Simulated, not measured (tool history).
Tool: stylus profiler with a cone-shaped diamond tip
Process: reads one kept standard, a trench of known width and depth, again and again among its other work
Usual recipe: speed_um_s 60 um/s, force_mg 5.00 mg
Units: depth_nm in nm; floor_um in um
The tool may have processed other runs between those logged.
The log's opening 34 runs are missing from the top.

run,hour,speed_um_s,force_mg,scans with this tip,hours of work since the height scale was calibrated,depth_nm,floor_um
35,437.0,18,1.83,3249,604,100.87,27.92
36,445.9,18,1.89,3277,609,100.89,27.91
37,459.4,50,8.81,3319,617,103.04,27.95
38,471.7,50,8.81,3358,624,103.00,27.88
39,485.6,57,8.81,3401,632,103.11,27.90
40,494.0,57,8.81,3428,637,103.11,27.88
41,507.9,46,9.39,3471,645,103.29,27.89
42,524.0,147,10.68,3522,654,103.56,27.87
43,533.0,34,2.48,3550,660,101.17,27.93
44,548.4,60,2.26,3598,669,101.04,27.86
45,558.0,60,2.26,3628,674,101.09,27.87
46,567.4,60,2.26,3658,680,100.95,27.79

Below are 4 alternative next runs, each starting from the tool's condition after run 46. Predict each:
A,584.3,45,2.83,3711,690,?,?
B,584.3,108,10.36,3711,690,?,?
C,584.3,60,8.69,3711,690,?,?
D,584.3,20,9.50,3711,690,?,?

run,depth_nm,floor_um
A,101.25,27.90
B,103.55,27.86
C,103.03,27.85
D,103.34,27.89
With no hidden state in the tool, these same runs would have given:
run,depth_nm,floor_um
A,101.56,27.96
B,103.87,27.92
C,103.36,27.91
D,103.67,27.95
